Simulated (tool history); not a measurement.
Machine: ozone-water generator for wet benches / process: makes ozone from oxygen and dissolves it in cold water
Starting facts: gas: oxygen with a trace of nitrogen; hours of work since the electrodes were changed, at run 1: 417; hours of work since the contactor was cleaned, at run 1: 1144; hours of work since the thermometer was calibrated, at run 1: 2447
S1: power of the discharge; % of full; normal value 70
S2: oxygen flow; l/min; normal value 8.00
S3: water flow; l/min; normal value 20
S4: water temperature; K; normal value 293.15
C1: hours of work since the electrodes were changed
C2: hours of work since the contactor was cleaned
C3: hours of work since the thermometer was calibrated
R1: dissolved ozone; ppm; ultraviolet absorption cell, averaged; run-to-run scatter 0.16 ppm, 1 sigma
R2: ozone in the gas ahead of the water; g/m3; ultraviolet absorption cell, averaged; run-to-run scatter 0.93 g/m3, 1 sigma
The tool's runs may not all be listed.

{"run": 1, "hour": 0.0, "S1": 70, "S2": 8.0, "S3": 20, "S4": 293.15, "C1": 417, "C2": 1144, "C3": 2447, "R1": 21.0, "R2": 154.2}
{"run": 2, "hour": 90.3, "S1": 70, "S2": 8.0, "S3": 20, "S4": 293.15, "C1": 476, "C2": 1204, "C3": 2507, "R1": 21.0, "R2": 153.7}
{"run": 3, "hour": 229.9, "S1": 70, "S2": 8.0, "S3": 20, "S4": 293.15, "C1": 569, "C2": 1297, "C3": 2600, "R1": 20.6, "R2": 152.9}
{"run": 4, "hour": 418.6, "S1": 70, "S2": 8.0, "S3": 20, "S4": 293.15, "C1": 694, "C2": 1422, "C3": 2725, "R1": 20.7, "R2": 151.8}
{"run": 5, "hour": 625.9, "S1": 70, "S2": 8.0, "S3": 20, "S4": 293.15, "C1": 831, "C2": 1559, "C3": 2862, "R1": 20.5, "R2": 151.2}
{"run": 6, "hour": 829.3, "S1": 70, "S2": 8.0, "S3": 20, "S4": 293.15, "C1": 966, "C2": 1694, "C3": 2997, "R1": 20.3, "R2": 151.4}
{"run": 7, "hour": 1014.1, "S1": 70, "S2": 8.0, "S3": 20, "S4": 293.15, "C1": 1089, "C2": 1816, "C3": 3120, "R1": 20.2, "R2": 150.1}
{"run": 8, "hour": 1102.2, "S1": 70, "S2": 8.0, "S3": 20, "S4": 293.15, "C1": 1147, "C2": 1875, "C3": 3178, "R1": 20.2, "R2": 149.2}
{"run": 9, "hour": 1242.2, "S1": 70, "S2": 8.0, "S3": 20, "S4": 293.15, "C1": 1240, "C2": 1968, "C3": 3271, "R1": 19.7, "R2": 149.0}
{"run": 10, "hour": 1331.7, "S1": 70, "S2": 8.0, "S3": 20, "S4": 293.15, "C1": 1299, "C2": 2027, "C3": 3330, "R1": 20.0, "R2": 146.7}
{"run": 11, "hour": 1463.8, "S1": 70, "S2": 8.0, "S3": 20, "S4": 293.15, "C1": 1387, "C2": 2115, "C3": 3418, "R1": 19.8, "R2": 147.1}
{"run": 12, "hour": 1602.5, "S1": 70, "S2": 8.0, "S3": 20, "S4": 293.15, "C1": 1479, "C2": 2206, "C3": 3510, "R1": 20.0, "R2": 147.5}
{"hour": 1674.2, "done": "water thermometer calibrated"}
{"run": 13, "hour": 1742.9, "S1": 70, "S2": 8.0, "S3": 20, "S4": 293.15, "C1": 1571, "C2": 2299, "C3": 45, "R1": 20.0, "R2": 146.2}
{"hour": 1901.4, "done": "contactor cleaned"}
{"run": 14, "hour": 1901.4, "S1": 70, "S2": 8.0, "S3": 20, "S4": 293.15, "C1": 1674, "C2": 0, "C3": 148, "R1": 20.2, "R2": 145.7}
{"run": 15, "hour": 2082.4, "S1": 70, "S2": 7.44, "S3": 20, "S4": 299.15, "C1": 1794, "C2": 120, "C3": 268, "R1": 18.3, "R2": 152.0}
{"run": 16, "hour": 2200.8, "S1": 70, "S2": 7.44, "S3": 20, "S4": 299.15, "C1": 1872, "C2": 199, "C3": 346, "R1": 18.0, "R2": 150.3}

What will run 17 give?
{"run": 17, "hour": 2344.9, "S1": 70, "S2": 7.44, "S3": 20, "S4": 299.15, "C1": 1968, "C2": 294, "C3": 442, "R1": "?", "R2": "?"}

R1: 17.9 ppm
R2: 150.7 g/m3
Take away the tool's hidden state, keep the run-to-run variation as it was, and the same run would have given R1 19.6 ppm, R2 164.0 g/m3.

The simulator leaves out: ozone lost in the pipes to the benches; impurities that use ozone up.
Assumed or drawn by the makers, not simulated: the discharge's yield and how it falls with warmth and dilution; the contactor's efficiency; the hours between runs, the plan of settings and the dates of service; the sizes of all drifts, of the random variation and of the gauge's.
